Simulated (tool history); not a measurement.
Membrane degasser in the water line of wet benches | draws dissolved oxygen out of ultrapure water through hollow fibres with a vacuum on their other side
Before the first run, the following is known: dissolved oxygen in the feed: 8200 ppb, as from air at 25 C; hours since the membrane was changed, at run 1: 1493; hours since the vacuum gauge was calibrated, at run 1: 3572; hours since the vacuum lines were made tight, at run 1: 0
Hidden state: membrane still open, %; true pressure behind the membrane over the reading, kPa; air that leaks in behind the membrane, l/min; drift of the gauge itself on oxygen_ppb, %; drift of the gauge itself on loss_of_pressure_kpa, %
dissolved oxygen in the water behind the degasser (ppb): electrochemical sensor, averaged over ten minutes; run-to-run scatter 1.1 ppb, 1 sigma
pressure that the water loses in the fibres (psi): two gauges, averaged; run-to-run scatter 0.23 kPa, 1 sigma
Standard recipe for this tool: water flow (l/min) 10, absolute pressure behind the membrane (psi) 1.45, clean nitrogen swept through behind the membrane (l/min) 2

run,hour,water flow (l/min),absolute pressure behind the membrane (psi),clean nitrogen swept through behind the membrane (l/min),hours since the membrane was changed,hours since the vacuum gauge was calibrated,hours since the vacuum lines were made tight,dissolved oxygen in the water behind the degasser (ppb),pressure that the water loses in the fibres (psi)
1,0,10,1.45,2,1493,3572,0,100.3,8.582
2,267.5,10,2.02,2,1761,3839,268,144.6,8.563
# hour 384.6: vacuum gauge calibrated
3,445,10,2.02,2,1938,60,445,146.9,8.538
4,774.8,16,2.02,2,2268,390,774,241.1,13.812
5,1036.8,10,1.45,2,2530,652,1036,101,8.556
6,1197.7,10,1.45,2,2690,813,1197,100,8.573
7,1399.8,10,2.25,2,2893,1015,1399,169.3,8.63
8,1690.1,10,1.51,2,3183,1305,1690,107,8.591
9,1987.4,10,1.51,2,3480,1603,1987,106,8.669
10,2141.3,10,1.51,2,3634,1757,2141,104,8.583
11,2316.6,10,1.45,2,3809,1932,2316,102.2,8.595
12,2496.2,10,1.45,2,3989,2112,2496,100.8,8.572
13,2766.7,10,1.45,2,4259,2382,2766,100.2,8.612
14,2914.9,10,1.45,2,4408,2530,2914,102.2,8.576
15,3065,10,1.45,1.46,4558,2680,3064,130.2,8.641
16,3277.4,10,1.45,1.46,4770,2893,3277,129.1,8.585
17,3420.4,13,2.64,2,4913,3036,3420,257,11.204
18,3580.9,13,2.49,2,5074,3196,3580,244.9,11.193
19,3859.3,13,2.49,1.18,5352,3475,3859,385.4,11.223
20,4073.3,13,2.49,1.18,5566,3689,4073,369.4,11.239
# hour 4334.4: vacuum gauge calibrated
21,4335.1,12,1.61,0.82,5827,1,4334,284.4,10.393
22,4614.9,10,1.45,2.14,6107,280,4614,96.6,8.604
# hour 4883: seals of the vacuum lines changed
23,4905.9,13,1.45,1.08,6396,569,23,216.2,11.175
24,5232.3,10,1.62,2,6723,896,349,115.6,8.63
25,5521.7,10,1.62,2,7012,1185,639,113.9,8.615
26,5836.9,10,1.45,1.75,7327,1500,954,113.4,8.604
27,5993.8,10,1.45,1.75,7484,1657,1111,109.4,8.625
28,6296.4,13,2.1,2.1,7787,1960,1413,193.7,11.165
29,6612.3,14,1.35,5.84,8102,2276,1729,70.4,12.074
30,6885.9,8,1.74,1.6,8376,2549,2003,118.8,6.904
31,7161.8,10,1.38,1.52,8652,2825,2279,117.9,8.617
32,7462.8,11,1.45,2,8953,3126,2580,112.3,9.446

Predict each of these 3 candidate next runs independently; none follows another, all start after run 32:
A,7674.2,6,1.45,2,9164,3338,2791,?,?
B,7674.2,10,0.91,1.29,9164,3338,2791,?,?
C,7674.2,11,1.45,1.88,9164,3338,2791,?,?

run,dissolved oxygen in the water behind the degasser (ppb),pressure that the water loses in the fibres (psi)
A,56.4,5.2
B,77.2,8.659
C,117.5,9.443
Had the tool no hidden state, the same runs would have come out as:
run,dissolved oxygen in the water behind the degasser (ppb),pressure that the water loses in the fibres (psi)
A,56.2,5.188
B,76.8,8.638
C,117.1,9.422

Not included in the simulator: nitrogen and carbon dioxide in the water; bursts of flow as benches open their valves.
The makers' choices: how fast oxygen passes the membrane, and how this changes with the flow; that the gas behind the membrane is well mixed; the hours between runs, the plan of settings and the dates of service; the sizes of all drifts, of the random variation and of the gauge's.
